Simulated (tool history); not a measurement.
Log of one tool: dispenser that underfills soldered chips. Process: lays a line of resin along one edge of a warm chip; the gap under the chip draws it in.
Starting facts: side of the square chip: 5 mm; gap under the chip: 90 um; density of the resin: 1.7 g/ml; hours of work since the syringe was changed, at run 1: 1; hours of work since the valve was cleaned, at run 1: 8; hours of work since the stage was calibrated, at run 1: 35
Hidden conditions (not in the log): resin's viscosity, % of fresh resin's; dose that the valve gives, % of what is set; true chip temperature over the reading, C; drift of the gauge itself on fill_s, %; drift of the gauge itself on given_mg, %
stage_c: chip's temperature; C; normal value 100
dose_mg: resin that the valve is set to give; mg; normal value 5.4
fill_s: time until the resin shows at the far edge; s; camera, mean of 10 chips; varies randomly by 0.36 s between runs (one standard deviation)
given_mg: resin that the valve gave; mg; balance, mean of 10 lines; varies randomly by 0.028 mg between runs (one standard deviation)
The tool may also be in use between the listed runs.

run	hour	stage_c	dose_mg	hours of work since the syringe was changed	hours of work since the valve was cleaned	hours of work since the stage was calibrated	fill_s	given_mg
1	0	100	5.4	1	8	35	21.9	5.38
2	5.5	100	5.4	5	12	39	24.9	5.35
3	9	100	5.4	7	14	41	27.5	5.4
# hour 12.7: new syringe of resin
4	14.3	100	5.4	1	17	44	20.7	5.38
5	20.5	100	5.4	5	21	48	23.8	5.32
# hour 27.4: new syringe of resin
6	28.3	100	5.4	1	26	53	21.2	5.3
7	36.6	100	5.4	6	31	58	26	5.32
# hour 42.3: new syringe of resin
8	42.5	88	5.4	0	35	62	32.3	5.26
9	46.1	88	5.4	2	37	64	34.9	5.29
10	51.5	88	5.4	6	40	68	40.7	5.28
11	55.9	88	5.4	9	43	70	45	5.23
# hour 57.1: new syringe of resin
12	60.1	88	5.4	2	46	73	34.8	5.22
13	68.2	88	5.4	7	51	78	42.4	5.24
# hour 71.7: new syringe of resin
14	72.8	100	5.4	1	53	81	20.3	5.2
15	79.1	100	5.4	5	57	85	23.8	5.18
16	82.7	100	5.4	7	60	87	26.2	5.21
# hour 86.6: new syringe of resin
17	88.3	95	4.82	1	63	90	26.6	4.65
18	93.4	103	5.81	4	66	94	21.4	5.58
19	97.7	103	5.81	7	69	96	24	5.47
# hour 101.5: new syringe of resin
20	103.3	103	5.81	1	73	100	19.1	5.57
21	110.4	111	5.4	6	77	104	16.8	5.16
22	115.1	111	5.4	9	80	107	19.2	5.06
# hour 116.2: new syringe of resin
23	119.4	108	6.54	2	83	110	15.4	6.19
24	124.3	108	5.4	5	86	113	18.6	5.11
25	130.2	87	6.28	9	89	117	43.9	5.95
# hour 130.9: new syringe of resin
# hour 136.2: dispensing valve cleaned and set on the balance
26	138.8	95	6.28	4	2	121	28.6	6.3
# hour 146.8: new syringe of resin
27	146.9	105	5.24	0	7	126	16.7	5.24
28	150.9	92	4.88	3	9	129	30.9	4.87
29	155.9	92	4.88	6	12	132	34.7	4.83

3 options for the next run, each taken on its own from the tool as it stands now. Forecast them:
# hour 161.2: new syringe of resin
A	164	91	6.03	2	17	137	?	?
# hour 161.2: new syringe of resin
B	164	114	6.2	2	17	137	?	?
# hour 161.2: new syringe of resin
C	164	105	5.4	2	17	137	?	?

run	fill_s	given_mg
A	29.5	6.01
B	12.3	6.12
C	17.5	5.34
With the hidden condition removed and each run's random variation left untouched, the same runs would have given:
run	fill_s	given_mg
A	28	6.08
B	11.6	6.19
C	16.6	5.4

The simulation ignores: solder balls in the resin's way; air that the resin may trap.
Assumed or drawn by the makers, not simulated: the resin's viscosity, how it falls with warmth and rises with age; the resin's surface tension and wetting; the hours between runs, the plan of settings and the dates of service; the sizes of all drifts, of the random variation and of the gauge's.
